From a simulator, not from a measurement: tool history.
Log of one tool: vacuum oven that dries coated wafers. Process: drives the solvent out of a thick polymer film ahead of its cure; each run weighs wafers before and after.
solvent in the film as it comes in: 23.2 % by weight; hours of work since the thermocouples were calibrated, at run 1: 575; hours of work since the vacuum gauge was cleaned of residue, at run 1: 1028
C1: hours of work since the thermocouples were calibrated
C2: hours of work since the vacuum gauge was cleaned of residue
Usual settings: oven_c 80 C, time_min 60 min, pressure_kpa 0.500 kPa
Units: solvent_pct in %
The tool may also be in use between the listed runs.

Run 1, day 0.000: usual settings; C1 575; C2 1028. Result: solvent_pct 1.69 %.
Run 2, day 1.212: usual settings; C1 590; C2 1043. Result: solvent_pct 1.63 %.
Run 3, day 3.517: usual settings; C1 619; C2 1072. Result: solvent_pct 1.70 %.
Run 4, day 5.338: usual settings; C1 642; C2 1095. Result: solvent_pct 1.57 %.
Run 5, day 6.783: usual settings; C1 660; C2 1114. Result: solvent_pct 1.65 %.
Run 6, day 9.083: usual settings; C1 689; C2 1143. Result: solvent_pct 1.64 %.
Run 7, day 11.450: usual settings; C1 719; C2 1172. Result: solvent_pct 1.73 %.
Run 8, day 13.379: usual settings; C1 743; C2 1197. Result: solvent_pct 1.63 %.
Run 9, day 14.758: usual settings; C1 760; C2 1214. Result: solvent_pct 1.72 %.
Run 10, day 17.146: usual settings; C1 790; C2 1244. Result: solvent_pct 1.65 %.
Run 11, day 19.696: usual settings; C1 823; C2 1276. Result: solvent_pct 1.63 %.
Run 12, day 21.000: usual settings but oven_c 71 C, time_min 33 min, pressure_kpa 0.629 kPa; C1 839; C2 1293. Result: solvent_pct 8.51 %.
Run 13, day 22.804: usual settings but time_min 81 min; C1 862; C2 1315. Result: solvent_pct 0.86 %.
Run 14, day 24.767: usual settings but oven_c 83 C; C1 886; C2 1340. Result: solvent_pct 1.01 %.
Run 15, day 26.983: usual settings but oven_c 83 C, time_min 37 min; C1 914; C2 1368. Result: solvent_pct 3.06 %.
Run 16, day 28.271: usual settings but oven_c 70 C, time_min 38 min, pressure_kpa 0.527 kPa; C1 931; C2 1384. Result: solvent_pct 7.96 %.
Run 17, day 29.762: usual settings but oven_c 66 C; C1 949; C2 1403. Result: solvent_pct 6.45 %.
Run 18, day 32.412: usual settings but oven_c 77 C, pressure_kpa 0.756 kPa; C1 983; C2 1436. Result: solvent_pct 2.41 %.
Run 19, day 33.912: usual settings but oven_c 77 C, time_min 37 min, pressure_kpa 0.414 kPa; C1 1002; C2 1455. Result: solvent_pct 5.11 %.
Run 20, day 35.696: usual settings but oven_c 87 C, pressure_kpa 0.453 kPa; C1 1024; C2 1478. Result: solvent_pct 0.53 %.

Forecast each of these 5 alternatives for the next run:
Run A, day 37.804: usual settings but oven_c 87 C, time_min 92 min, pressure_kpa 0.602 kPa; C1 1051; C2 1504. Result: solvent_pct ?.
Run B, day 37.804: usual settings but oven_c 87 C, time_min 92 min, pressure_kpa 0.453 kPa; C1 1051; C2 1504. Result: solvent_pct ?.
Run C, day 37.804: usual settings but oven_c 75 C, pressure_kpa 0.453 kPa; C1 1051; C2 1504. Result: solvent_pct ?.
Run D, day 37.804: usual settings but oven_c 87 C, time_min 86 min, pressure_kpa 1.638 kPa; C1 1051; C2 1504. Result: solvent_pct ?.
Run E, day 37.804: usual settings but oven_c 76 C, pressure_kpa 1.451 kPa; C1 1051; C2 1504. Result: solvent_pct ?.

run  solvent_pct
  A         0.17
  B         0.19
  C         3.00
  D         0.48
  E         3.00
Without the tool's hidden state the same runs would have given:
run  solvent_pct
  A         0.17
  B         0.19
  C         2.96
  D         0.47
  E         2.96
